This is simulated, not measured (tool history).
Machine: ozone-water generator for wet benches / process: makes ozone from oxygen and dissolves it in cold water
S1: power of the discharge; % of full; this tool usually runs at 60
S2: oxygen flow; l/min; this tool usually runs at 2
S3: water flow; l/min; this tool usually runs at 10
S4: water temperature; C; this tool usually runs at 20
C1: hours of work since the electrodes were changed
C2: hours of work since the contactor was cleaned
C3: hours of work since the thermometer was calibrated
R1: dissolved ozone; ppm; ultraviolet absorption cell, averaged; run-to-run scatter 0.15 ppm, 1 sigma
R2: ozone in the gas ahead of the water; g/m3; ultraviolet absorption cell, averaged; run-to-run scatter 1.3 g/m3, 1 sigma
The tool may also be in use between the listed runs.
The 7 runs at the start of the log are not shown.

{"run": 8, "hour": 782.3, "S1": 60, "S2": 1.64, "S3": 10, "S4": 20, "C1": 887, "C2": 2145, "C3": 747, "R1": 19, "R2": 261.2}
{"run": 9, "hour": 943.3, "S1": 63, "S2": 1.64, "S3": 10, "S4": 20, "C1": 995, "C2": 2254, "C3": 855, "R1": 19.2, "R2": 269}
{"run": 10, "hour": 1112.3, "S1": 63, "S2": 1.64, "S3": 10, "S4": 20, "C1": 1109, "C2": 2367, "C3": 968, "R1": 19.7, "R2": 269.3}
{"run": 11, "hour": 1242.9, "S1": 60, "S2": 2, "S3": 10, "S4": 20, "C1": 1196, "C2": 2455, "C3": 1056, "R1": 19.6, "R2": 238.2}
{"run": 12, "hour": 1349.5, "S1": 60, "S2": 2, "S3": 10, "S4": 20, "C1": 1268, "C2": 2526, "C3": 1128, "R1": 19.3, "R2": 240}
{"run": 13, "hour": 1462.8, "S1": 58, "S2": 2, "S3": 10, "S4": 20, "C1": 1344, "C2": 2603, "C3": 1204, "R1": 19, "R2": 234}
{"run": 14, "hour": 1567.7, "S1": 58, "S2": 2, "S3": 10, "S4": 20, "C1": 1414, "C2": 2673, "C3": 1274, "R1": 19.4, "R2": 235.5}
{"run": 15, "hour": 1685.5, "S1": 58, "S2": 2, "S3": 10, "S4": 20, "C1": 1494, "C2": 2752, "C3": 1353, "R1": 19.1, "R2": 233.6}
{"run": 16, "hour": 1831.0, "S1": 60, "S2": 2, "S3": 10, "S4": 20, "C1": 1591, "C2": 2850, "C3": 1451, "R1": 19.7, "R2": 237.6}
{"run": 17, "hour": 1987.4, "S1": 60, "S2": 2, "S3": 10, "S4": 20, "C1": 1696, "C2": 2955, "C3": 1556, "R1": 19.5, "R2": 238.7}
{"run": 18, "hour": 2102.2, "S1": 66, "S2": 3.48, "S3": 8, "S4": 20, "C1": 1773, "C2": 3032, "C3": 1633, "R1": 25.3, "R2": 197.1}
{"run": 19, "hour": 2269.3, "S1": 66, "S2": 3.48, "S3": 8, "S4": 20, "C1": 1886, "C2": 3144, "C3": 1745, "R1": 25.5, "R2": 196.4}
{"run": 20, "hour": 2379.0, "S1": 66, "S2": 3.48, "S3": 8, "S4": 20, "C1": 1959, "C2": 3218, "C3": 1819, "R1": 25.8, "R2": 198.5}
{"hour": 2445.8, "done": "contactor cleaned"}
{"run": 21, "hour": 2502.4, "S1": 66, "S2": 3.48, "S3": 8, "S4": 20, "C1": 2040, "C2": 38, "C3": 1899, "R1": 25.7, "R2": 199}
{"run": 22, "hour": 2674.1, "S1": 66, "S2": 1, "S3": 8, "S4": 20, "C1": 2155, "C2": 153, "C3": 2015, "R1": 22, "R2": 343.2}
{"run": 23, "hour": 2819.4, "S1": 66, "S2": 1, "S3": 8, "S4": 20, "C1": 2253, "C2": 251, "C3": 2112, "R1": 22.1, "R2": 345.3}
{"run": 24, "hour": 2906.5, "S1": 68, "S2": 1.11, "S3": 7, "S4": 20, "C1": 2311, "C2": 309, "C3": 2171, "R1": 26.2, "R2": 332.8}
{"run": 25, "hour": 3070.7, "S1": 85, "S2": 1.44, "S3": 14, "S4": 20, "C1": 2421, "C2": 420, "C3": 2281, "R1": 16.1, "R2": 341.7}
{"run": 26, "hour": 3234.8, "S1": 85, "S2": 1.44, "S3": 14, "S4": 24, "C1": 2532, "C2": 530, "C3": 2391, "R1": 15.4, "R2": 342.6}
{"run": 27, "hour": 3328.0, "S1": 85, "S2": 1.44, "S3": 14, "S4": 24, "C1": 2594, "C2": 593, "C3": 2454, "R1": 15.5, "R2": 341.6}
{"run": 28, "hour": 3409.4, "S1": 69, "S2": 1.8, "S3": 6, "S4": 13, "C1": 2649, "C2": 647, "C3": 2509, "R1": 35.6, "R2": 270.1}
{"run": 29, "hour": 3530.4, "S1": 69, "S2": 1.8, "S3": 6, "S4": 13, "C1": 2730, "C2": 729, "C3": 2590, "R1": 35.7, "R2": 271.2}
{"hour": 3539.3, "done": "water thermometer calibrated"}
{"run": 30, "hour": 3610.0, "S1": 60, "S2": 3.1, "S3": 10, "S4": 20, "C1": 2783, "C2": 782, "C3": 48, "R1": 20.5, "R2": 196.3}
{"run": 31, "hour": 3734.2, "S1": 62, "S2": 3.1, "S3": 12, "S4": 20, "C1": 2867, "C2": 865, "C3": 131, "R1": 17.9, "R2": 203.3}
{"run": 32, "hour": 3821.5, "S1": 40, "S2": 2.69, "S3": 10, "S4": 20, "C1": 2925, "C2": 924, "C3": 190, "R1": 16, "R2": 165.9}

What if the next run were any one of these 3? Each begins from the tool's condition after run 32:
{"run": "A", "hour": 3951.4, "S1": 40, "S2": 2.69, "S3": 10, "S4": 26, "C1": 3013, "C2": 1011, "C3": 277, "R1": "?", "R2": "?"}
{"run": "B", "hour": 3951.4, "S1": 45, "S2": 2.38, "S3": 10, "S4": 20, "C1": 3013, "C2": 1011, "C3": 277, "R1": "?", "R2": "?"}
{"run": "C", "hour": 3951.4, "S1": 40, "S2": 1.6, "S3": 9, "S4": 15, "C1": 3013, "C2": 1011, "C3": 277, "R1": "?", "R2": "?"}

run=A R1=14.3 R2=164
run=B R1=16.8 R2=185.9
run=C R1=17.2 R2=209.7
Had the tool no hidden state, the same runs would have come out as:
run=A R1=14.3 R2=164
run=B R1=16.8 R2=186
run=C R1=17.2 R2=209.8
